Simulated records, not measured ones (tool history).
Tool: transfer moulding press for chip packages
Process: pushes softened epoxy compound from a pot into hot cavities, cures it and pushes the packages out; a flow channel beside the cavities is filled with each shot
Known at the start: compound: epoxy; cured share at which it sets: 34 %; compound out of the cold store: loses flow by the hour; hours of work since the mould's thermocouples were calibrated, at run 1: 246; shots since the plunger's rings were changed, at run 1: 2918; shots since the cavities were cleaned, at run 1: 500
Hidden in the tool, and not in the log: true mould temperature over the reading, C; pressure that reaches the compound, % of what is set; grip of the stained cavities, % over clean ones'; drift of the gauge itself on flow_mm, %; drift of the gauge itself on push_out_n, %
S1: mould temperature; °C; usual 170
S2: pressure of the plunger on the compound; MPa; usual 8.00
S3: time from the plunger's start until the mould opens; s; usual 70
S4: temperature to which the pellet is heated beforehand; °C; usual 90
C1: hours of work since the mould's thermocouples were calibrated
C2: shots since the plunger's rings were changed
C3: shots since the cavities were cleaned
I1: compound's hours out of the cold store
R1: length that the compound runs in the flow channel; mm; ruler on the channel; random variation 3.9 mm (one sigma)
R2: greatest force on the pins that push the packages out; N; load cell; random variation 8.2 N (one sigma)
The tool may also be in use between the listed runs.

run     day   S1    S2   S3  S4   C1    C2   C3    I1   R1   R2
  1   0.000  170  8.00   70  90  246  2918  500  20.6  750  660
      1.367  -- cavities cleaned with cleaning compound and waxed
  2   2.642  170  8.00   70  90  280  3688  382  11.0  792  607
      4.171  -- cavities cleaned with cleaning compound and waxed
  3   4.171  170  8.00   70  90  299  4125    0  40.9  656  373
  4   6.688  170  8.00   70  90  332  4875  750   8.1  797  737
      7.038  -- cavities cleaned with cleaning compound and waxed
  5   8.642  170  8.00   70  90  357  5440  479  40.6  654  644
      9.875  -- cavities cleaned with cleaning compound and waxed
  6  11.100  170  8.00   70  90  388  6153  365  31.3  690  592
     11.954  -- plunger's sealing rings changed
     12.925  -- cavities cleaned with cleaning compound and waxed
  7  14.308  170  8.00   70  90  428   685  413  44.2  666  597
     15.725  -- cavities cleaned with cleaning compound and waxed
  8  16.608  170  8.00   70  90  457  1351  263  43.9  668  533
     18.662  -- cavities cleaned with cleaning compound and waxed
  9  19.679  170  8.00   70  90  497  2249  303  45.1  660  581
 10  21.171  170  8.00   70  90  516  2694  748  30.7  717  701
     21.462  -- cavities cleaned with cleaning compound and waxed
 11  22.958  170  8.00   70  90  539  3208  446  35.8  682  647
     24.288  -- cavities cleaned with cleaning compound and waxed
 12  25.500  170  8.00   70  90  571  3947  362   9.6  798  612
     27.150  -- cavities cleaned with cleaning compound and waxed
 13  28.025  170  8.00   70  90  604  4682  261  44.0  643  522
 14  29.375  175  8.00   70  91  621  5084  663  12.9  760  647
     29.917  -- cavities cleaned with cleaning compound and waxed
 15  31.979  175  7.36   55  91  654  5843  616  33.7  636  720
     32.700  -- cavities cleaned with cleaning compound and waxed
     33.996  -- plunger's sealing rings changed
 16  34.729  174  7.36   55  91  688   220  575  23.2  721  743
     35.725  -- cavities cleaned with cleaning compound and waxed
     37.138  -- mould's thermocouples calibrated
 17  37.521  174  7.36   55  91    5  1008  511  23.4  717  724
     38.712  -- cavities cleaned with cleaning compound and waxed
 18  40.488  167  7.64  106  95   43  1874  529  21.4  746  584
     41.600  -- cavities cleaned with cleaning compound and waxed
 19  42.121  178  7.64  106  86   64  2343  155  11.8  759  442
 20  43.488  178  7.64  106  86   81  2750  562  22.1  715  596
     44.583  -- cavities cleaned with cleaning compound and waxed
 21  45.929  169  8.00   70  90  113  3459  400  19.9  754  642
     47.379  -- cavities cleaned with cleaning compound and waxed
 22  47.379  169  8.00   70  90  131  3874    0  10.5  797  395
 23  48.988  173  7.15   77  87  152  4353  479  36.4  640  576
     50.275  -- cavities cleaned with cleaning compound and waxed
 24  50.988  173  7.15   77  87  177  4931  213   8.2  742  512
     53.083  -- cavities cleaned with cleaning compound and waxed
 25  53.625  168  8.41   66  92  211  5699  161  44.5  654  530
     55.900  -- plunger's sealing rings changed
     55.962  -- cavities cleaned with cleaning compound and waxed
 26  56.246  170  6.86   81  90  243    84   84  41.8  633  403

Some steps in R1 between neighbouring runs. How much of each would the tool show without its hidden state too (settings, what came in, random variation), and how much is left for the hidden state, with any gauge scatter that isn't in both results?
Run 6 -> 7: plunger's sealing rings changed, cavities cleaned with cleaning compound and waxed. R1 -24 mm: hidden state +40, all else -64.
Run 12 -> 13: cavities cleaned with cleaning compound and waxed. R1 -155 mm: hidden state +1, all else -156.
Run 15 -> 16: S1 175 -> 174, cavities cleaned with cleaning compound and waxed, plunger's sealing rings changed. R1 +85 mm: hidden state +39, all else +46.
Run 22 -> 23: S1 169 -> 173, S2 8.00 -> 7.15, S3 70 -> 77, S4 90 -> 87. R1 -157 mm: hidden state +2, all else -159.
